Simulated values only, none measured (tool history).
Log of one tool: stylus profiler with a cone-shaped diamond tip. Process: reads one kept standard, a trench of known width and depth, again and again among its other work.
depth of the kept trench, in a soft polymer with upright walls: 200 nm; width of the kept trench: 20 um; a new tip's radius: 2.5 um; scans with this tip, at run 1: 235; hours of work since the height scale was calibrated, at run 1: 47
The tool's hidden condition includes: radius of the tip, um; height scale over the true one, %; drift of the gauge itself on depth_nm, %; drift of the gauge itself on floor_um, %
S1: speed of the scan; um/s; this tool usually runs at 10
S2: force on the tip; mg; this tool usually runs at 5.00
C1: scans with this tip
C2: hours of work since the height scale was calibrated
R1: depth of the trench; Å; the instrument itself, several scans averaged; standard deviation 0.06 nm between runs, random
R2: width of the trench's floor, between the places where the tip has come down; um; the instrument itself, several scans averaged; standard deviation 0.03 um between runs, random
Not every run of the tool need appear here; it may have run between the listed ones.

run   hour  S1     S2    C1   C2      R1     R2
  1    0.0  10   5.00   235   47  2041.4  17.98
  2   17.7  10   5.00   275   55  2041.0  17.95
  3   47.4  10   5.00   341   68  2041.3  17.96
  4   70.2   7   5.00   392   78  2040.9  17.94
  5  102.1   7   5.00   464   92  2041.4  17.93
  6  127.7   7   5.00   521  104  2041.6  17.98
  7  150.4   7   1.80   572  114  2020.4  17.96
  8  169.4  10   5.00   614  122  2040.8  17.98
  9  198.6  10   5.00   679  135  2041.2  17.90
 10  229.6  10   5.00   749  149  2041.0  17.93
 11  263.5  10   5.00   825  164  2041.7  17.96
 12  289.6  10   5.00   883  176  2040.5  17.91
 13  318.4  10   5.00   947  189  2041.1  17.92
 14  356.2  10  12.89  1032  206  2076.8  17.97
 15  384.6  10  12.89  1096  218  2077.3  17.95
 16  422.6  10  12.89  1181  235  2077.6  17.92
 17  448.5  10  12.89  1239  247  2077.5  17.91
 18  473.2   4   2.97  1294  258  2027.3  17.94
 19  489.7   4   2.97  1331  265  2027.4  17.93
 20  505.7   4   2.87  1367  272  2026.8  17.90
 21  532.8   4   2.87  1427  285  2027.2  17.86
 22  568.7   7   2.31  1507  301  2022.9  17.90
 23  588.0   7   2.31  1551  309  2023.5  17.85
 24  607.1  37   3.25  1593  318  2029.3  17.75
 25  634.5   6   6.13  1655  330  2046.7  17.83
 26  673.3   9  10.75  1741  347  2067.1  17.91
 27  692.0  39   2.29  1783  356  2023.8  17.67
 28  716.2   3   5.00  1837  366  2038.9  17.89
 29  754.4  33   5.00  1923  383  2039.8  17.75
 30  778.3  33   5.00  1976  394  2039.6  17.79
 31  813.9  33   5.00  2056  410  2039.3  17.80
 32  841.9  10   4.33  2119  422  2035.7  17.83
 33  863.7  10   4.33  2167  432  2035.3  17.83

What if the next run were any one of these 3? Each begins from the tool's condition after run 33:
  A  880.5   6  14.18  2205  440   ?   ?
  B  880.5   7   4.54  2205  440   ?   ?
  C  880.5  10   4.01  2205  440   ?   ?

run      R1     R2
  A  2081.8  17.87
  B  2037.2  17.82
  C  2034.1  17.84
With the hidden condition removed and each run's random variation left untouched, the same runs would have given:
run      R1     R2
  A  2084.0  18.04
  B  2039.4  17.99
  C  2036.3  18.00
